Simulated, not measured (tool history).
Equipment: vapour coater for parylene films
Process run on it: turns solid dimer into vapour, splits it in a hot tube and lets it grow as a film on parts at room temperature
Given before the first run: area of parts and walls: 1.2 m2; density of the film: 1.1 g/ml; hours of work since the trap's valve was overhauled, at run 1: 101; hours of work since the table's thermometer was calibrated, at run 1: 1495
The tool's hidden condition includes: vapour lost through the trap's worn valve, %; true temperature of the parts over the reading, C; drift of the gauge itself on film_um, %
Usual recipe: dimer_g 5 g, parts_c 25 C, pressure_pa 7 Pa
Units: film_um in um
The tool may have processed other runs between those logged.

run	hour	dimer_g	parts_c	pressure_pa	hours of work since the trap's valve was overhauled	hours of work since the table's thermometer was calibrated	film_um
1	0	5	25	7	101	1495	1.673
2	33.5	5	25	7	124	1518	1.666
3	97.6	5	25	7	168	1561	1.644
4	170.3	5	25	7	217	1611	1.633
5	242.9	5	25	7	266	1660	1.624
6	278.1	5	25	7	290	1684	1.602
7	349.6	5	25	7	339	1733	1.589
# hour 359.3: trap's valve overhauled
8	392.1	5	25	7	22	1759	1.724
9	441.4	5	25	7	56	1792	1.707
10	501.6	5	25	7	97	1833	1.682
11	581	5	25	10.22	151	1887	1.518
12	654.5	5	30	2.19	200	1937	1.709
13	711.5	5	30	2.19	239	1976	1.696
14	745.7	5	30	2.19	262	1999	1.688
15	809.6	5	27	3.05	306	2042	1.794
# hour 871.1: trap's valve overhauled
16	894.3	5	27	3.05	16	2097	1.924
17	946.7	5	24	3.05	51	2133	2.199
18	1009.7	5	24	3.05	94	2176	2.183
19	1079.7	5	21	7.07	142	2223	2.051

Below are 3 alternative next runs, each starting from the tool's condition after run 19. Predict each:
# hour 1119.7: table's thermometer calibrated
A	1122.3	2	22	7	170	2	?
# hour 1119.7: table's thermometer calibrated
B	1122.3	8	27	6.13	170	2	?
# hour 1119.7: table's thermometer calibrated
C	1122.3	5	25	10.34	170	2	?

run	film_um
A	0.759
B	2.439
C	1.482
The same runs, with their run-to-run variation unchanged, on a tool lacking any hidden condition would have given:
run	film_um
A	0.789
B	2.534
C	1.54
